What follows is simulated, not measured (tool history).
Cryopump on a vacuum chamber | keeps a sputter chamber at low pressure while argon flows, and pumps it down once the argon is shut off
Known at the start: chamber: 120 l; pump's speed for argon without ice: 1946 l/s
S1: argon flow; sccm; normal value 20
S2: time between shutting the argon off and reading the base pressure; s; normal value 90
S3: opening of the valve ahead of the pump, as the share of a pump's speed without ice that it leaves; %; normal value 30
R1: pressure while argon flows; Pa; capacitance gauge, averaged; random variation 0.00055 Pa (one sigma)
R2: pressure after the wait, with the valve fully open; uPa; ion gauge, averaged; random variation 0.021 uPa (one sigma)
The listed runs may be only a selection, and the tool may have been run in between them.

run 1 hour=0 | S1=20 S2=90 S3=30 | R1=0.0636 R2=1.83
run 2 hour=21.9 | S1=20 S2=90 S3=30 | R1=0.0633 R2=1.84
run 3 hour=44.4 | S1=9 S2=90 S3=30 | R1=0.0287 R2=1.92
-- hour=51.3 pump warmed up, emptied and cooled again
run 4 hour=76.8 | S1=20 S2=90 S3=30 | R1=0.0592 R2=1.55
run 5 hour=102 | S1=20 S2=90 S3=30 | R1=0.0588 R2=1.6
run 6 hour=119.3 | S1=20 S2=90 S3=30 | R1=0.0582 R2=1.63
run 7 hour=134.6 | S1=20 S2=90 S3=30 | R1=0.0576 R2=1.68
run 8 hour=157.3 | S1=20 S2=90 S3=30 | R1=0.0586 R2=1.67
run 9 hour=185.4 | S1=20 S2=90 S3=30 | R1=0.0592 R2=1.74
run 10 hour=215.3 | S1=20 S2=90 S3=30 | R1=0.0592 R2=1.78
run 11 hour=229.9 | S1=20 S2=90 S3=30 | R1=0.0599 R2=1.85
run 12 hour=260.4 | S1=20 S2=90 S3=30 | R1=0.0591 R2=1.8
run 13 hour=287.1 | S1=20 S2=90 S3=19 | R1=0.0926 R2=1.93
run 14 hour=305.7 | S1=20 S2=90 S3=30 | R1=0.0608 R2=1.9
run 15 hour=329.8 | S1=11 S2=230 S3=30 | R1=0.0326 R2=1.79
run 16 hour=343.3 | S1=13 S2=90 S3=44 | R1=0.0269 R2=1.97
run 17 hour=364.9 | S1=13 S2=90 S3=44 | R1=0.0274 R2=1.97
run 18 hour=384.6 | S1=13 S2=68 S3=24 | R1=0.0484 R2=2.09
run 19 hour=401 | S1=13 S2=273 S3=41 | R1=0.0299 R2=1.81
run 20 hour=427.5 | S1=13 S2=273 S3=41 | R1=0.0294 R2=1.9
run 21 hour=452.6 | S1=11 S2=24 S3=35 | R1=0.0285 R2=2.88
run 22 hour=484.1 | S1=13 S2=73 S3=30 | R1=0.0406 R2=2.3
run 23 hour=510.3 | S1=18 S2=205 S3=29 | R1=0.0567 R2=2.08
run 24 hour=539.5 | S1=18 S2=205 S3=29 | R1=0.0582 R2=2.12
run 25 hour=570.9 | S1=18 S2=205 S3=29 | R1=0.0571 R2=2.22
run 26 hour=586.6 | S1=13 S2=205 S3=29 | R1=0.0406 R2=2.19
run 27 hour=600.1 | S1=13 S2=205 S3=29 | R1=0.0417 R2=2.21
run 28 hour=615 | S1=21 S2=120 S3=33 | R1=0.0605 R2=2.4

5 ways to go on from here, each from the tool as it stands after run 28. What would each give?
-- hour=634 leaking fittings of the chamber tightened, without venting
run A hour=641.9 | S1=20 S2=90 S3=37 | R1=? R2=?
-- hour=634 leaking fittings of the chamber tightened, without venting
run B hour=641.9 | S1=20 S2=61 S3=24 | R1=? R2=?
-- hour=634 leaking fittings of the chamber tightened, without venting
run C hour=641.9 | S1=21 S2=82 S3=33 | R1=? R2=?
-- hour=634 leaking fittings of the chamber tightened, without venting
run D hour=641.9 | S1=26 S2=36 S3=45 | R1=? R2=?
-- hour=634 leaking fittings of the chamber tightened, without venting
run E hour=641.9 | S1=11 S2=23 S3=55 | R1=? R2=?

run=A R1=0.0511 R2=0.54
run=B R1=0.0773 R2=0.67
run=C R1=0.0606 R2=0.53
run=D R1=0.0558 R2=1
run=E R1=0.0193 R2=1.44
With no hidden state in the tool, these same runs would have given:
run=A R1=0.0462 R2=0.46
run=B R1=0.0723 R2=0.6
run=C R1=0.0553 R2=0.45
run=D R1=0.0493 R2=0.92
run=E R1=0.0166 R2=1.36
